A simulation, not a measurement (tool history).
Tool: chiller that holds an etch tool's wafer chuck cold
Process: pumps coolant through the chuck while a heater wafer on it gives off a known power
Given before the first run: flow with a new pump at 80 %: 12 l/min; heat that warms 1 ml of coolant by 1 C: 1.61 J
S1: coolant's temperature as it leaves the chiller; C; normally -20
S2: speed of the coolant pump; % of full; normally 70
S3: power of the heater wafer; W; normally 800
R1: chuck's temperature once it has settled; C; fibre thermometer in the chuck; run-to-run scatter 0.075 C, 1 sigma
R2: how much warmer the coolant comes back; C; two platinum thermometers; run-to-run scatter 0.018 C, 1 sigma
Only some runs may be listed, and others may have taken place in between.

| run | hour | S1 | S2 | S3 | R1 | R2 |
|---|---|---|---|---|---|---|
| 1 | 0.0 | -20 | 70 | 800 | -14.12 | 2.88 |
| 2 | 110.7 | -21 | 70 | 800 | -15.08 | 2.83 |
| 3 | 201.7 | -21 | 70 | 800 | -14.97 | 2.87 |
| 4 | 329.1 | -21 | 70 | 800 | -15.15 | 2.84 |
| 5 | 433.3 | -21 | 70 | 800 | -15.22 | 2.85 |
| 6 | 542.9 | -20 | 77 | 800 | -14.43 | 2.61 |
| 7 | 624.8 | -20 | 70 | 800 | -14.25 | 2.87 |
| 8 | 725.8 | -10 | 70 | 800 | -4.02 | 2.89 |
| 9 | 815.6 | -10 | 70 | 800 | -4.08 | 2.84 |
| 10 | 943.6 | -10 | 70 | 800 | -4.18 | 2.88 |
| 11 | 1058.0 | -20 | 70 | 800 | -14.20 | 2.89 |
| 12 | 1178.9 | -20 | 70 | 800 | -14.19 | 2.83 |
| 13 | 1238.4 | -20 | 70 | 800 | -14.07 | 2.89 |
| 14 | 1371.9 | -20 | 70 | 800 | -14.03 | 2.87 |
| 15 | 1474.4 | -20 | 70 | 800 | -14.16 | 2.88 |
| 16 | 1535.3 | -20 | 96 | 800 | -15.29 | 2.02 |
| 17 | 1615.0 | -20 | 96 | 800 | -15.34 | 2.09 |
| 18 | 1728.5 | -10 | 65 | 985 | -2.39 | 3.81 |
| 19 | 1801.8 | -10 | 73 | 959 | -3.27 | 3.28 |
| 20 | 1883.6 | -10 | 73 | 959 | -3.18 | 3.28 |
| 21 | 1986.8 | -10 | 73 | 959 | -3.13 | 3.31 |
| 22 | 2067.4 | -20 | 72 | 503 | -16.39 | 1.71 |
| 23 | 2167.4 | -18 | 63 | 800 | -11.58 | 3.19 |
| 24 | 2231.6 | -18 | 63 | 800 | -11.61 | 3.23 |
| 25 | 2301.9 | -13 | 68 | 418 | -10.01 | 1.54 |
| 26 | 2358.9 | -13 | 68 | 418 | -9.80 | 1.52 |
| 27 | 2443.0 | -13 | 68 | 418 | -9.95 | 1.55 |
| 28 | 2557.2 | -13 | 72 | 418 | -9.96 | 1.44 |
| 29 | 2678.6 | -20 | 90 | 1019 | -13.78 | 2.83 |
| 30 | 2780.6 | -24 | 82 | 862 | -18.33 | 2.61 |
| 31 | 2878.1 | -28 | 73 | 693 | -22.94 | 2.36 |
| 32 | 2940.4 | -28 | 61 | 855 | -20.97 | 3.52 |
| 33 | 3044.9 | -20 | 96 | 800 | -15.37 | 2.03 |

Not shown: 2 entries that the log had between the listed runs. Between which runs, and how does the tool's hidden state differ before and after?
After run 5, before run 6: chiller's thermometer calibrated (hour 444.3)
  coolant's true temperature over the reading, C: 0.02 -> 0
After run 19, before run 20: coolant changed, channels flushed (hour 1868.9)
  heat passed by the chuck's channels, % of clean ones': 99.6 -> 100

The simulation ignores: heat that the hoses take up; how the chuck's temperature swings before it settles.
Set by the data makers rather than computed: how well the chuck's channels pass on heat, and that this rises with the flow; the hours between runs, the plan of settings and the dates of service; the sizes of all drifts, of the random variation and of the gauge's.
